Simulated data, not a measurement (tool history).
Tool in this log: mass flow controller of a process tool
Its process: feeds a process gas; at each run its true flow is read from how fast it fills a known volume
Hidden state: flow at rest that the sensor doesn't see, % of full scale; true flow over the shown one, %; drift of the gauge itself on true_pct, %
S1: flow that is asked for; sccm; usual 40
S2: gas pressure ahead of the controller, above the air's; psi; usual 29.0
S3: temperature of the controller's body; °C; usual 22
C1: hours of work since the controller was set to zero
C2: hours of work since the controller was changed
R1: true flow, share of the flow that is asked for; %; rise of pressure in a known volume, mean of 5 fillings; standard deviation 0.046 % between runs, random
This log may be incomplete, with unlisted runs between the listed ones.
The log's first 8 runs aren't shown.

run,day,S1,S2,S3,C1,C2,R1
9,28.175,40,29.0,22,916,916,98.53
10,31.450,40,29.0,22,978,978,98.51
11,33.779,40,29.0,22,1023,1023,98.59
12,37.054,40,29.0,22,1085,1085,98.55
13,39.417,33,29.0,22,1130,1130,98.25
14,41.588,33,29.0,22,1172,1172,98.33
15,44.588,33,29.0,22,1229,1229,98.30
16,48.158,33,29.0,22,1297,1297,98.30
17,51.479,48,32.9,23,1360,1360,98.60
18,55.783,48,32.9,23,1442,1442,98.59
19,59.946,10,29.0,34,1521,1521,96.48
20,62.346,10,29.0,33,1567,1567,96.58
21,66.079,10,23.9,37,1638,1638,96.24
22,68.271,10,23.9,37,1680,1680,96.16
23,72.683,40,34.2,39,1764,1764,96.88
24,75.304,21,32.5,39,1814,1814,96.27
25,78.883,21,32.5,39,1882,1882,96.32
26,81.379,21,32.5,39,1930,1930,96.30
27,84.992,12,29.0,33,1999,1999,96.59
28,88.029,12,22.0,22,2057,2057,97.72
29,90.504,12,22.0,22,2104,2104,97.77
30,93.196,40,29.7,30,2155,2155,97.73
31,95.779,57,39.5,23,2204,2204,98.77
32,98.333,57,39.5,23,2253,2253,98.77

Consider 5 possible next runs. They are alternatives, not a sequence: every one starts from the tool as it was left by run 32. What does each give?
A,100.346,40,27.4,24,2291,2291,?
B,100.346,40,32.3,35,2291,2291,?
C,100.346,40,33.1,22,2291,2291,?
D,100.346,21,39.5,23,2291,2291,?
E,100.346,57,21.2,23,2291,2291,?

run,R1
A,98.23
B,97.18
C,98.50
D,97.73
E,99.00
Without the tool's hidden state the same runs would have given:
run,R1
A,98.23
B,97.18
C,98.51
D,97.74
E,99.00
